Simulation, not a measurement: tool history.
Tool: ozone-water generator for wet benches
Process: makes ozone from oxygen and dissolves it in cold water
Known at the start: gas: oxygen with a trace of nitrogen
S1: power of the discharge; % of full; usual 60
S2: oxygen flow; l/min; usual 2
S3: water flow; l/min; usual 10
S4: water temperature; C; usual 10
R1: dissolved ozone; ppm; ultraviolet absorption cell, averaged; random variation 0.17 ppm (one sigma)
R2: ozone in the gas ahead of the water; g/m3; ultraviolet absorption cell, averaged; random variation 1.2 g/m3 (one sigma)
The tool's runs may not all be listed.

run 1 day=0 | S1=60 S2=2 S3=10 S4=10 | R1=22.4 R2=211.5
run 2 day=2.029 | S1=60 S2=2 S3=10 S4=5 | R1=23.6 R2=209.3
run 3 day=3 | S1=60 S2=2 S3=10 S4=10 | R1=22.4 R2=208.7
run 4 day=3.992 | S1=60 S2=2 S3=10 S4=10 | R1=22.6 R2=210.9
run 5 day=4.904 | S1=60 S2=2 S3=10 S4=10 | R1=22.2 R2=211.4
run 6 day=6.246 | S1=60 S2=2 S3=12 S4=10 | R1=19 R2=209.7
run 7 day=7.733 | S1=87 S2=2 S3=12 S4=10 | R1=24.8 R2=275.4
run 8 day=9.729 | S1=87 S2=2 S3=12 S4=10 | R1=24.9 R2=274.5
run 9 day=11.529 | S1=87 S2=2 S3=12 S4=10 | R1=24.8 R2=277.6
run 10 day=12.683 | S1=60 S2=2 S3=10 S4=10 | R1=22.2 R2=211.4
run 11 day=14.308 | S1=60 S2=2 S3=10 S4=10 | R1=22.1 R2=210.1
run 12 day=16.304 | S1=60 S2=2 S3=10 S4=10 | R1=22.2 R2=212.9
run 13 day=18.083 | S1=60 S2=2 S3=10 S4=10 | R1=22.5 R2=209.3
run 14 day=19.996 | S1=60 S2=2 S3=10 S4=10 | R1=22.4 R2=212.1
run 15 day=20.954 | S1=60 S2=2 S3=10 S4=10 | R1=22.8 R2=211.3
run 16 day=22.546 | S1=60 S2=2 S3=10 S4=10 | R1=22.7 R2=211.2
run 17 day=24.671 | S1=60 S2=2 S3=9 S4=10 | R1=24.2 R2=211.8
run 18 day=26.225 | S1=60 S2=2 S3=9 S4=10 | R1=24.3 R2=212.3
run 19 day=28.117 | S1=60 S2=2 S3=9 S4=10 | R1=24.5 R2=213.2
run 20 day=30.042 | S1=46 S2=2 S3=10 S4=10 | R1=18.7 R2=175.3
run 21 day=31.429 | S1=46 S2=2 S3=10 S4=14 | R1=17.8 R2=176.4
run 22 day=33.15 | S1=46 S2=1.96 S3=10 S4=6 | R1=19.1 R2=177.4
run 23 day=35.021 | S1=93 S2=1.96 S3=10 S4=6 | R1=31.3 R2=294.4
run 24 day=35.958 | S1=93 S2=1.96 S3=10 S4=6 | R1=31.7 R2=292.5
run 25 day=37.975 | S1=64 S2=1.45 S3=9 S4=9 | R1=24.5 R2=264.4
run 26 day=39.708 | S1=82 S2=1.31 S3=9 S4=12 | R1=27.5 R2=333
run 27 day=40.9 | S1=82 S2=1.31 S3=9 S4=12 | R1=27.5 R2=331.7
run 28 day=42.046 | S1=82 S2=1.31 S3=9 S4=12 | R1=27.6 R2=336.6
run 29 day=43.104 | S1=82 S2=1.31 S3=9 S4=12 | R1=28.1 R2=332.9
run 30 day=44.188 | S1=82 S2=1.31 S3=9 S4=12 | R1=27.6 R2=328.9
run 31 day=45.908 | S1=82 S2=1.88 S3=9 S4=14 | R1=28.6 R2=277.2
run 32 day=47.329 | S1=82 S2=1.88 S3=9 S4=14 | R1=28.9 R2=276.5
run 33 day=49.117 | S1=82 S2=1.88 S3=9 S4=14 | R1=28.9 R2=277.4

Some steps in R2 between neighbouring runs. How much of each would the tool show without its hidden state too (settings, what came in, random variation), and how much is left for the hidden state, with any gauge scatter that isn't in both results?
The hidden state here: yield of the discharge, % of new electrodes'; contactor's efficiency, % of a clean one's; true water temperature over the reading, C; drift of the gauge itself on ozone_ppm, %; drift of the gauge itself on gas_g_m3, %.
Run 9 -> 10: S1 87 -> 60, S3 12 -> 10. R2 -66.2 g/m3: hidden state -0.1, all else -66.1.
Run 22 -> 23: S1 46 -> 93. R2 +117 g/m3: hidden state +1.6, all else +115.4.
Run 25 -> 26: S1 64 -> 82, S2 1.45 -> 1.31, S4 9 -> 12. R2 +68.6 g/m3: hidden state +1.2, all else +67.4.
Run 30 -> 31: S2 1.31 -> 1.88, S4 12 -> 14. R2 -51.7 g/m3: hidden state -0.7, all else -51.
